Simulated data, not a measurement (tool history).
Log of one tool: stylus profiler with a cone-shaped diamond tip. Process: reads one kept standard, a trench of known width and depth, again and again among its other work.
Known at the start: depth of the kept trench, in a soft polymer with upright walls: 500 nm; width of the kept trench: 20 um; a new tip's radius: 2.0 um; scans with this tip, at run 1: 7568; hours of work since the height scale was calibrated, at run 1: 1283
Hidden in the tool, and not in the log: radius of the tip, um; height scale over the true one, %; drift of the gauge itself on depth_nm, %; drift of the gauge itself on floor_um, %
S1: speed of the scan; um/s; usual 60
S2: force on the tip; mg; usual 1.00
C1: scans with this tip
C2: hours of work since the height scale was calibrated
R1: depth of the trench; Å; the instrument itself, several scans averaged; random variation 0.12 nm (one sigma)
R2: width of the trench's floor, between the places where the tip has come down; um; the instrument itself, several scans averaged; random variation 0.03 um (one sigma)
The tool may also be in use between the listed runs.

run 1 hour=0.0 | S1=60 S2=1.00 | C1=7568 C2=1283 | R1=5032.7 R2=16.86
run 2 hour=115.1 | S1=60 S2=1.00 | C1=7898 C2=1339 | R1=5031.7 R2=16.79
run 3 hour=227.9 | S1=60 S2=1.00 | C1=8220 C2=1394 | R1=5030.5 R2=16.85
run 4 hour=334.8 | S1=60 S2=0.65 | C1=8526 C2=1446 | R1=5016.5 R2=16.76
run 5 hour=387.4 | S1=60 S2=1.00 | C1=8676 C2=1471 | R1=5029.4 R2=16.72
run 6 hour=471.4 | S1=60 S2=2.91 | C1=8916 C2=1512 | R1=5072.4 R2=16.84

Forecast run 7:
run 7 hour=593.6 | S1=64 S2=1.28 | C1=9266 C2=1571 | R1=? R2=?

Run 7 gave R1 5034.0 Å, R2 16.79 um.
Without the tool's hidden state the same run would have given R1 5050.4 Å, R2 17.24 um.
